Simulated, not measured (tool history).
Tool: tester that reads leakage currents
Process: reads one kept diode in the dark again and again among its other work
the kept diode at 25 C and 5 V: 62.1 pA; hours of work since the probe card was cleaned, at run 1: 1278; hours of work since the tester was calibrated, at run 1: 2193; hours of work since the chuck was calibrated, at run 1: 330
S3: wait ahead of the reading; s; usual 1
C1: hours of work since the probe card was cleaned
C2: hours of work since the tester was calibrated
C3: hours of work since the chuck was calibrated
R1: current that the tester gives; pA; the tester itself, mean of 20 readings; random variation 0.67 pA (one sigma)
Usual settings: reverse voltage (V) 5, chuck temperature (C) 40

run 1 day=0 | reverse_voltage_(V)=5 chuck_temperature_(C)=40 S3=1 | C1=1278 C2=2193 C3=330 | R1=238.12
run 2 day=3.688 | reverse_voltage_(V)=5 chuck_temperature_(C)=40 S3=1 | C1=1333 C2=2248 C3=385 | R1=241.08
run 3 day=7.158 | reverse_voltage_(V)=5 chuck_temperature_(C)=40 S3=1 | C1=1385 C2=2300 C3=437 | R1=242.63
run 4 day=9.525 | reverse_voltage_(V)=5 chuck_temperature_(C)=40 S3=1 | C1=1420 C2=2335 C3=472 | R1=242.17
run 5 day=13.221 | reverse_voltage_(V)=5 chuck_temperature_(C)=40 S3=1 | C1=1475 C2=2390 C3=527 | R1=245.66
-- day=14.312 chuck's temperature calibrated
run 6 day=15.571 | reverse_voltage_(V)=5 chuck_temperature_(C)=40 S3=0.64 | C1=1509 C2=2424 C3=19 | R1=228.58
run 7 day=18.638 | reverse_voltage_(V)=16.52 chuck_temperature_(C)=40 S3=1 | C1=1555 C2=2470 C3=65 | R1=397.8
run 8 day=21.967 | reverse_voltage_(V)=16.52 chuck_temperature_(C)=40 S3=2.47 | C1=1605 C2=2520 C3=114 | R1=400.97
run 9 day=23.783 | reverse_voltage_(V)=5 chuck_temperature_(C)=40 S3=1 | C1=1632 C2=2547 C3=141 | R1=233.6
run 10 day=27.454 | reverse_voltage_(V)=5 chuck_temperature_(C)=24 S3=1 | C1=1687 C2=2602 C3=196 | R1=64.52
run 11 day=29.954 | reverse_voltage_(V)=5 chuck_temperature_(C)=24 S3=1 | C1=1724 C2=2639 C3=233 | R1=65.11
run 12 day=32.708 | reverse_voltage_(V)=5 chuck_temperature_(C)=46 S3=1 | C1=1765 C2=2680 C3=275 | R1=378.49
run 13 day=35.946 | reverse_voltage_(V)=2.59 chuck_temperature_(C)=45 S3=1.48 | C1=1813 C2=2728 C3=323 | R1=263.45
run 14 day=37.846 | reverse_voltage_(V)=4.24 chuck_temperature_(C)=45 S3=0.46 | C1=1842 C2=2757 C3=351 | R1=332.04
run 15 day=40.562 | reverse_voltage_(V)=4.24 chuck_temperature_(C)=45 S3=0.46 | C1=1882 C2=2797 C3=392 | R1=333.5
run 16 day=44.446 | reverse_voltage_(V)=4.24 chuck_temperature_(C)=45 S3=0.46 | C1=1940 C2=2855 C3=450 | R1=337.17
run 17 day=47.217 | reverse_voltage_(V)=7.65 chuck_temperature_(C)=40 S3=1.45 | C1=1981 C2=2897 C3=491 | R1=298.62
-- day=50.571 chuck's temperature calibrated
run 18 day=50.571 | reverse_voltage_(V)=3.3 chuck_temperature_(C)=20 S3=3.73 | C1=2030 C2=2945 C3=0 | R1=37.35
-- day=52.154 probe card cleaned and baked
run 19 day=53.846 | reverse_voltage_(V)=3.3 chuck_temperature_(C)=20 S3=3.73 | C1=25 C2=2992 C3=47 | R1=34.63
run 20 day=56.871 | reverse_voltage_(V)=10.43 chuck_temperature_(C)=45 S3=1 | C1=70 C2=3037 C3=92 | R1=476.52
run 21 day=60.771 | reverse_voltage_(V)=12.35 chuck_temperature_(C)=40 S3=0.42 | C1=129 C2=3096 C3=150 | R1=354.63
run 22 day=64.621 | reverse_voltage_(V)=2.66 chuck_temperature_(C)=22 S3=9.19 | C1=186 C2=3153 C3=208 | R1=38.71
-- day=66.154 tester calibrated
run 23 day=67.388 | reverse_voltage_(V)=3.99 chuck_temperature_(C)=49 S3=3.37 | C1=226 C2=18 C3=248 | R1=419.33

Forecast each of these 3 alternatives for the next run:
run A day=69.025 | reverse_voltage_(V)=12.91 chuck_temperature_(C)=47 S3=4.13 | C1=251 C2=43 C3=272 | R1=?
run B day=69.025 | reverse_voltage_(V)=7.03 chuck_temperature_(C)=54 S3=3.48 | C1=251 C2=43 C3=272 | R1=?
run C day=69.025 | reverse_voltage_(V)=3.99 chuck_temperature_(C)=49 S3=0.43 | C1=251 C2=43 C3=272 | R1=?

run=A R1=603.68
run=B R1=778.18
run=C R1=418.95
Without the tool's hidden state the same runs would have given:
run=A R1=580.28
run=B R1=750.3
run=C R1=403.55
